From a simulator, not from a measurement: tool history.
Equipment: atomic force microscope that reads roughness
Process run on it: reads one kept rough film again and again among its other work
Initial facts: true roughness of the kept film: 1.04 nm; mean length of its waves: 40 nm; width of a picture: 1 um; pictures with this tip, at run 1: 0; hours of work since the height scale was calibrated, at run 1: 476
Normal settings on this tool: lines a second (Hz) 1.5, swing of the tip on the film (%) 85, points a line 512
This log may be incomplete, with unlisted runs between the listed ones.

run    hour  lines a second (Hz)  swing of the tip on the film (%)  points a line  pictures with this tip  hours of work since the height scale was calibrated  roughness of the kept film (nm (root mean square))
  1       0                  1.5                                85            512                       0                                                  476                                               0.928
  2    40.3                  1.5                                85            512                      56                                                  492                                               0.904
       58.2  -- new tip fitted
  3    82.5                  1.5                                85            402                      33                                                  509                                               0.922
  4   107.8                  1.5                                85            402                      68                                                  520                                               0.904
      118.7  -- new tip fitted
  5   128.8                 0.54                                85            512                      14                                                  528                                               0.976
  6   164.8                 0.54                                85            512                      64                                                  543                                               0.965
        179  -- new tip fitted
  7   183.3                 0.54                                85            512                       6                                                  550                                               0.984
  8   216.3                  1.5                                85            512                      51                                                  564                                               0.909
      238.2  -- new tip fitted
  9   241.7                  1.5                                85            512                       4                                                  574                                               0.916
 10   280.8                  1.5                                85            512                      58                                                  590                                               0.917
      299.2  -- new tip fitted
 11   299.2                  1.5                                85            629                       0                                                  598                                               0.929
 12   336.4                  1.5                                85            629                      51                                                  613                                               0.917
      358.5  -- new tip fitted
 13   378.9                  1.5                                85            629                      28                                                  630                                               0.925
 14   402.5                  1.5                                61            512                      61                                                  640                                               0.974
      417.9  -- new tip fitted
 15   439.8                  1.5                                61            512                      30                                                  655                                               0.981
 16   469.1                 1.82                                85            512                      71                                                  667                                               0.888
      478.1  -- new tip fitted
 17   493.2                 1.82                                85            512                      21                                                  677                                               0.904
 18     528                 1.82                                85            512                      69                                                  691                                               0.883
      536.6  -- new tip fitted
 19   560.7                 1.82                                85            512                      33                                                  704                                               0.896
 20   588.6                 1.38                                85            512                      72                                                  716                                               0.919
      596.2  -- new tip fitted
 21   631.1                  1.5                                85            512                      48                                                  733                                               0.916
      656.4  -- new tip fitted
 22     669                  1.5                                85            512                      17                                                  749                                                0.92
 23     699                  1.5                                85            544                      59                                                  761                                               0.916
      716.9  -- new tip fitted
 24     723                  1.5                                85            544                       8                                                  771                                               0.922
 25   757.4                  1.5                                85            544                      55                                                  785                                               0.916
      777.1  -- new tip fitted
 26   787.6                  1.5                                85            544                      14                                                  797                                               0.929
 27   820.6                  1.5                                85            544                      60                                                  810                                               0.912
      836.1  -- new tip fitted
 28   839.6                  2.1                                59            544                       4                                                  818                                               0.987
 29   862.8                  2.1                                57            420                      36                                                  828                                               0.975
      896.6  -- new tip fitted
 30   904.8                 1.52                                73            738                      12                                                  845                                               0.969
 31   936.6                 1.52                                73            738                      55                                                  858                                               0.957
      955.3  -- new tip fitted
 32   980.4                 1.31                                75            469                      35                                                  876                                               0.966
 33     998                 3.77                                80            503                      59                                                  883                                               0.837
     1016.3  -- new tip fitted
 34  1027.9                 0.59                                55            512                      16                                                  895                                               1.015
 35  1045.4                 1.08                                70            576                      40                                                  902                                               0.979
     1075.7  -- new tip fitted
 36    1086                 2.41                                63            313                      14                                                  919                                               0.971
 37  1128.9                  1.5                                75            909                      73                                                  936                                               0.942
     1135.6  -- new tip fitted
 38  1155.5                 3.13                                75            909                      27                                                  947                                               0.903
 39  1175.4                 1.83                                85            512                      55                                                  955                                                0.89
     1197.4  -- new tip fitted
 40  1198.4                 1.83                                85            512                       2                                                  964                                               0.921
 41  1236.9                 1.83                                85            512                      55                                                  980                                               0.904
     1256.4  -- new tip fitted
 42  1270.5                 1.83                                85            583                      19                                                  994                                               0.908
 43  1305.4                  1.5                                89            785                      67                                                 1008                                               0.897
     1317.1  -- new tip fitted
 44  1332.5                  1.5                                89            785                      21                                                 1019                                               0.917
 45  1352.6                  0.8                                81           1009                      49                                                 1027                                               0.969
 46  1371.4                  0.8                                81           1009                      75                                                 1035                                               0.959
     1378.3  -- new tip fitted
 47  1399.3                  1.4                                66            517                      29                                                 1046                                               0.994
 48    1417                  1.5                                89            877                      54                                                 1054                                               0.903
     1437.3  -- new tip fitted
 49  1450.1                 0.88                                85            506                      18                                                 1067                                               0.963
 50  1482.9                 0.88                                77            584                      63                                                 1080                                               0.962

What differs in the tool's unlogged condition from the final listed run ahead of each entry between runs to the first listed run following it?
Logged between run 2 and run 3: new tip fitted (hour 58.2)
  radius of the tip, nm: 15.9 -> 11.6; height scale over the true one, %: 0.39 -> 0.4
  measured less the result without the state, roughness of the kept film (nm (root mean square)): -0.016 -> -0.006
Logged between run 4 and run 5: new tip fitted (hour 118.7)
  radius of the tip, nm: 16.1 -> 9.3
  measured less the result without the state, roughness of the kept film (nm (root mean square)): -0.017 -> -0.001
Logged between run 6 and run 7: new tip fitted (hour 179)
  radius of the tip, nm: 16.5 -> 8.2; height scale over the true one, %: 0.42 -> 0.43
  measured less the result without the state, roughness of the kept film (nm (root mean square)): -0.019 -> +0.002
Logged between run 8 and run 9: new tip fitted (hour 238.2)
  radius of the tip, nm: 14.3 -> 8
  measured less the result without the state, roughness of the kept film (nm (root mean square)): -0.013 -> +0.001
Logged between run 10 and run 11: new tip fitted (hour 299.2)
  radius of the tip, nm: 15 -> 7.1; height scale over the true one, %: 0.45 -> 0.46
  measured less the result without the state, roughness of the kept film (nm (root mean square)): -0.014 -> +0.004
Logged between run 12 and run 13: new tip fitted (hour 358.5)
  radius of the tip, nm: 13.9 -> 10.6; height scale over the true one, %: 0.47 -> 0.48
  measured less the result without the state, roughness of the kept film (nm (root mean square)): -0.012 -> -0.004
Logged between run 14 and run 15: new tip fitted (hour 417.9)
  radius of the tip, nm: 15.3 -> 11.4; height scale over the true one, %: 0.49 -> 0.5
  measured less the result without the state, roughness of the kept film (nm (root mean square)): -0.016 -> -0.006
Logged between run 16 and run 17: new tip fitted (hour 478.1)
  radius of the tip, nm: 17.3 -> 10.1; height scale over the true one, %: 0.5 -> 0.51
  measured less the result without the state, roughness of the kept film (nm (root mean square)): -0.019 -> -0.003
Logged between run 18 and run 19: new tip fitted (hour 536.6)
  radius of the tip, nm: 16.4 -> 11.9; height scale over the true one, %: 0.52 -> 0.53
  measured less the result without the state, roughness of the kept film (nm (root mean square)): -0.016 -> -0.007
Logged between run 20 and run 21: new tip fitted (hour 596.2)
  radius of the tip, nm: 17.4 -> 14.1; height scale over the true one, %: 0.53 -> 0.55
  measured less the result without the state, roughness of the kept film (nm (root mean square)): -0.019 -> -0.011
Logged between run 21 and run 22: new tip fitted (hour 656.4)
  radius of the tip, nm: 14.1 -> 9.1; height scale over the true one, %: 0.55 -> 0.56
  measured less the result without the state, roughness of the kept film (nm (root mean square)): -0.011 -> +0
Logged between run 23 and run 24: new tip fitted (hour 716.9)
  radius of the tip, nm: 14.5 -> 8.3; height scale over the true one, %: 0.56 -> 0.57
  measured less the result without the state, roughness of the kept film (nm (root mean square)): -0.012 -> +0.002
Logged between run 25 and run 26: new tip fitted (hour 777.1)
  radius of the tip, nm: 14.5 -> 8.9; height scale over the true one, %: 0.58 -> 0.59
  measured less the result without the state, roughness of the kept film (nm (root mean square)): -0.011 -> +0.001
Logged between run 27 and run 28: new tip fitted (hour 836.1)
  radius of the tip, nm: 15.4 -> 7.9
  measured less the result without the state, roughness of the kept film (nm (root mean square)): -0.014 -> +0.004
Logged between run 29 and run 30: new tip fitted (hour 896.6)
  radius of the tip, nm: 12.3 -> 9; height scale over the true one, %: 0.61 -> 0.62
  measured less the result without the state, roughness of the kept film (nm (root mean square)): -0.007 -> +0.001
Logged between run 31 and run 32: new tip fitted (hour 955.3)
  radius of the tip, nm: 14.1 -> 12.1; height scale over the true one, %: 0.63 -> 0.64
  measured less the result without the state, roughness of the kept film (nm (root mean square)): -0.011 -> -0.006
Logged between run 33 and run 34: new tip fitted (hour 1016.3)
  radius of the tip, nm: 14.9 -> 10
  measured less the result without the state, roughness of the kept film (nm (root mean square)): -0.011 -> -0.001
Logged between run 35 and run 36: new tip fitted (hour 1075.7)
  radius of the tip, nm: 13.6 -> 9.6; height scale over the true one, %: 0.66 -> 0.67
  measured less the result without the state, roughness of the kept film (nm (root mean square)): -0.01 -> +0
Logged between run 37 and run 38: new tip fitted (hour 1135.6)
  radius of the tip, nm: 17.8 -> 10.9; height scale over the true one, %: 0.68 -> 0.69
  measured less the result without the state, roughness of the kept film (nm (root mean square)): -0.019 -> -0.003
Logged between run 39 and run 40: new tip fitted (hour 1197.4)
  radius of the tip, nm: 14.7 -> 7.3; height scale over the true one, %: 0.69 -> 0.7
  measured less the result without the state, roughness of the kept film (nm (root mean square)): -0.011 -> +0.005
Logged between run 41 and run 42: new tip fitted (hour 1256.4)
  radius of the tip, nm: 14.4 -> 9.7; height scale over the true one, %: 0.71 -> 0.72
  measured less the result without the state, roughness of the kept film (nm (root mean square)): -0.011 -> +0
Logged between run 43 and run 44: new tip fitted (hour 1317.1)
  radius of the tip, nm: 16.6 -> 10.1
  measured less the result without the state, roughness of the kept film (nm (root mean square)): -0.015 -> +0
Logged between run 46 and run 47: new tip fitted (hour 1378.3)
  radius of the tip, nm: 17.2 -> 11.3; height scale over the true one, %: 0.74 -> 0.75
  measured less the result without the state, roughness of the kept film (nm (root mean square)): -0.018 -> -0.003
Logged between run 48 and run 49: new tip fitted (hour 1437.3)
  radius of the tip, nm: 14.8 -> 9.4; height scale over the true one, %: 0.76 -> 0.77
  measured less the result without the state, roughness of the kept film (nm (root mean square)): -0.011 -> +0.001
